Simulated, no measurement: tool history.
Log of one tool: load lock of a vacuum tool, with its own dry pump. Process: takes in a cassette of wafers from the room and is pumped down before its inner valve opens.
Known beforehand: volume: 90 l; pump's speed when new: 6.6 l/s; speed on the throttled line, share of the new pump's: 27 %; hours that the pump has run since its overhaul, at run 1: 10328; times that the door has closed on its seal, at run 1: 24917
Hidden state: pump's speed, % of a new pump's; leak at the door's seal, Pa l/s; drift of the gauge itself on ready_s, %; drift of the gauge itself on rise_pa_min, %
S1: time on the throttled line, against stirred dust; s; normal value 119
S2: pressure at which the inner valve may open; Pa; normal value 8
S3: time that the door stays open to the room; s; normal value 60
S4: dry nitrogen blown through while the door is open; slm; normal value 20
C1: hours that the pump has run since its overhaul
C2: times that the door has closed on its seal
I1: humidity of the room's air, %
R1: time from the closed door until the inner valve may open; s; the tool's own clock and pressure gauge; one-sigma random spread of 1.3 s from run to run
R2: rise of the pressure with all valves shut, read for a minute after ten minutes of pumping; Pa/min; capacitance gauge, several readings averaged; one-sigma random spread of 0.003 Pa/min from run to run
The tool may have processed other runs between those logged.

Run 1, hour 0.0: usual settings; C1 10328; C2 24917; I1 43.6. Result: R1 228.3 s, R2 0.085 Pa/min.
Run 2, hour 153.4: usual settings but S4 11 slm; C1 10481; C2 25670; I1 42.3. Result: R1 228.0 s, R2 0.085 Pa/min.
Run 3, hour 359.2: usual settings but S4 11 slm; C1 10687; C2 26680; I1 45.7. Result: R1 228.0 s, R2 0.092 Pa/min.
Run 4, hour 517.4: usual settings but S4 11 slm; C1 10845; C2 27457; I1 46.3. Result: R1 227.2 s, R2 0.096 Pa/min.
Run 5, hour 797.0: usual settings but S4 11 slm; C1 11125; C2 28829; I1 45.4. Result: R1 231.2 s, R2 0.097 Pa/min.
Run 6, hour 924.4: usual settings but S4 11 slm; C1 11252; C2 29455; I1 43.3. Result: R1 229.3 s, R2 0.103 Pa/min.
Run 7, hour 1079.1: usual settings but S2 7 Pa; C1 11407; C2 30214; I1 45.1. Result: R1 233.4 s, R2 0.099 Pa/min.
Run 8, hour 1344.7: usual settings but S2 7 Pa; C1 11672; C2 31517; I1 46.5. Result: R1 231.5 s, R2 0.098 Pa/min.
Run 9, hour 1474.9: usual settings but S2 7 Pa; C1 11802; C2 32157; I1 46.2. Result: R1 232.9 s, R2 0.103 Pa/min.
Run 10, hour 1741.4: usual settings but S2 7 Pa, S3 34 s; C1 12069; C2 33465; I1 47.8. Result: R1 231.5 s, R2 0.107 Pa/min.
Run 11, hour 1957.0: usual settings but S1 117 s, S2 10 Pa, S3 47 s; C1 12285; C2 34523; I1 43.2. Result: R1 226.9 s, R2 0.118 Pa/min.
Run 12, hour 2226.1: usual settings but S1 117 s, S3 119 s; C1 12554; C2 35844; I1 46.4. Result: R1 231.7 s, R2 0.124 Pa/min.
Run 13, hour 2516.7: usual settings but S1 226 s, S2 9 Pa, S3 87 s, S4 31 slm; C1 12844; C2 37270; I1 40.8. Result: R1 304.1 s, R2 0.124 Pa/min.
Run 14, hour 2777.5: usual settings but S1 171 s, S2 6 Pa; C1 13105; C2 38550; I1 46.6. Result: R1 274.3 s, R2 0.129 Pa/min.
Run 15, hour 3027.8: usual settings but S1 171 s, S2 6 Pa; C1 13355; C2 39779; I1 45.5. Result: R1 273.3 s, R2 0.136 Pa/min.
Run 16, hour 3303.6: usual settings but S1 171 s, S2 6 Pa, S4 6 slm; C1 13631; C2 41133; I1 45.0. Result: R1 273.1 s, R2 0.157 Pa/min.
Run 17, hour 3426.9: usual settings but S1 121 s, S2 13 Pa, S3 66 s, S4 6 slm; C1 13754; C2 41738; I1 44.5. Result: R1 227.8 s, R2 0.159 Pa/min.
Run 18, hour 3653.7: usual settings but S1 123 s, S2 11 Pa, S4 26 slm; C1 13981; C2 42851; I1 47.4. Result: R1 229.0 s, R2 0.149 Pa/min.

Forecast each of these 5 alternatives for the next run:
Run A, hour 3873.6: usual settings but S1 141 s, S2 11 Pa, S3 109 s, S4 28 slm; C1 14201; C2 43931; I1 47.1. Result: R1 ?, R2 ?.
Run B, hour 3873.6: usual settings but S1 79 s, S2 10 Pa, S3 25 s; C1 14201; C2 43931; I1 46.2. Result: R1 ?, R2 ?.
Run C, hour 3873.6: usual settings but S1 123 s, S2 13 Pa, S3 129 s, S4 26 slm; C1 14201; C2 43931; I1 45.9. Result: R1 ?, R2 ?.
Run D, hour 3873.6: usual settings but S1 183 s, S2 11 Pa, S4 4 slm; C1 14201; C2 43931; I1 42.0. Result: R1 ?, R2 ?.
Run E, hour 3873.6: usual settings but S1 200 s, S2 11 Pa, S3 207 s, S4 26 slm; C1 14201; C2 43931; I1 41.2. Result: R1 ?, R2 ?.

run     R1     R2
  A  243.5  0.152
  B  203.3  0.151
  C  228.0  0.155
  D  272.8  0.169
  E  284.6  0.161
With no hidden state in the tool, these same runs would have given:
run     R1     R2
  A  227.7  0.021
  B  183.8  0.020
  C  211.7  0.026
  D  259.0  0.038
  E  271.6  0.032
